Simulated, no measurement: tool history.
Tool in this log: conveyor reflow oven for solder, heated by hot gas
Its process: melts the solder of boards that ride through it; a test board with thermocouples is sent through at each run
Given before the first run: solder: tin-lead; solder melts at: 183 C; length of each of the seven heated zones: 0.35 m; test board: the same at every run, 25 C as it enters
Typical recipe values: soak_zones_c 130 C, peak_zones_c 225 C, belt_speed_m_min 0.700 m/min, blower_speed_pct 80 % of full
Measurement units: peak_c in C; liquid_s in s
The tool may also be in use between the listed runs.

| run | hour | soak_zones_c | peak_zones_c | belt_speed_m_min | blower_speed_pct | peak_c | liquid_s |
|---|---|---|---|---|---|---|---|
| 1 | 0.0 | 130 | 225 | 0.700 | 80 | 209.8 | 38.4 |
| 2 | 16.1 | 130 | 225 | 0.700 | 80 | 210.0 | 38.5 |
| 3 | 28.1 | 130 | 225 | 0.700 | 80 | 209.8 | 38.2 |
| 4 | 40.3 | 130 | 225 | 0.700 | 80 | 209.4 | 38.2 |
| 5 | 50.4 | 130 | 225 | 0.700 | 80 | 209.6 | 38.3 |
| 6 | 58.2 | 130 | 225 | 0.700 | 80 | 209.7 | 38.1 |
| 7 | 66.6 | 130 | 225 | 0.700 | 80 | 209.6 | 38.3 |
| 8 | 78.7 | 130 | 225 | 0.700 | 80 | 209.5 | 37.9 |
| 9 | 92.8 | 130 | 225 | 0.700 | 80 | 209.6 | 38.1 |
| 10 | 108.5 | 130 | 225 | 0.700 | 80 | 209.6 | 38.0 |
| 11 | 123.8 | 130 | 225 | 0.700 | 80 | 209.6 | 38.0 |
| 12 | 135.0 | 130 | 225 | 0.700 | 80 | 209.6 | 37.9 |
| 13 | 142.6 | 130 | 225 | 0.700 | 80 | 209.0 | 37.5 |
| 14 | 157.6 | 130 | 225 | 0.700 | 80 | 209.2 | 37.7 |
| 15 | 171.7 | 130 | 225 | 0.700 | 80 | 209.3 | 37.5 |
| 16 | 187.8 | 130 | 234 | 0.700 | 80 | 216.9 | 42.8 |
| 17 | 198.3 | 118 | 231 | 0.838 | 80 | 205.0 | 25.0 |
| 18 | 211.9 | 118 | 231 | 0.838 | 80 | 205.0 | 25.0 |
| 19 | 223.5 | 118 | 231 | 0.838 | 63 | 198.9 | 19.5 |
| 20 | 232.2 | 130 | 225 | 0.700 | 67 | 205.7 | 34.0 |
| 21 | 245.4 | 130 | 217 | 0.700 | 83 | 202.5 | 32.6 |
| 22 | 258.9 | 132 | 225 | 0.584 | 59 | 209.3 | 46.1 |
| 23 | 274.0 | 132 | 225 | 0.584 | 59 | 209.7 | 45.9 |
| 24 | 284.6 | 132 | 225 | 0.584 | 59 | 209.4 | 46.1 |
| 25 | 299.0 | 123 | 232 | 0.740 | 54 | 202.5 | 26.5 |
| 26 | 313.2 | 135 | 223 | 0.776 | 60 | 199.0 | 24.4 |
| 27 | 332.7 | 116 | 223 | 0.612 | 84 | 213.0 | 45.2 |
| 28 | 341.4 | 131 | 225 | 0.700 | 80 | 212.2 | 40.8 |
| 29 | 349.0 | 131 | 225 | 0.694 | 54 | 204.5 | 33.3 |
| 30 | 360.0 | 130 | 221 | 0.647 | 80 | 210.6 | 43.4 |
| 31 | 367.1 | 139 | 227 | 0.777 | 51 | 202.6 | 28.8 |

Taken out of this log: 1 entry between the listed runs. Where each belongs, and how the hidden state differs across it:
From run 26 to run 27: flux residue cleaned out of gas plates and filters (hour 330.0)
  heat that the gas passes to the board, % of a clean oven's: 87.6 -> 99.8; belt's true speed, % of the reading: 99.54 -> 99.53; true gas temperature in zones 6 and 7 over the reading, C: 0.63 -> 0.66
  what was measured, less what the result would be without the hidden state, peak_c: -2.8 -> +0.6 C; liquid_s: -3.3 -> +0.7 s
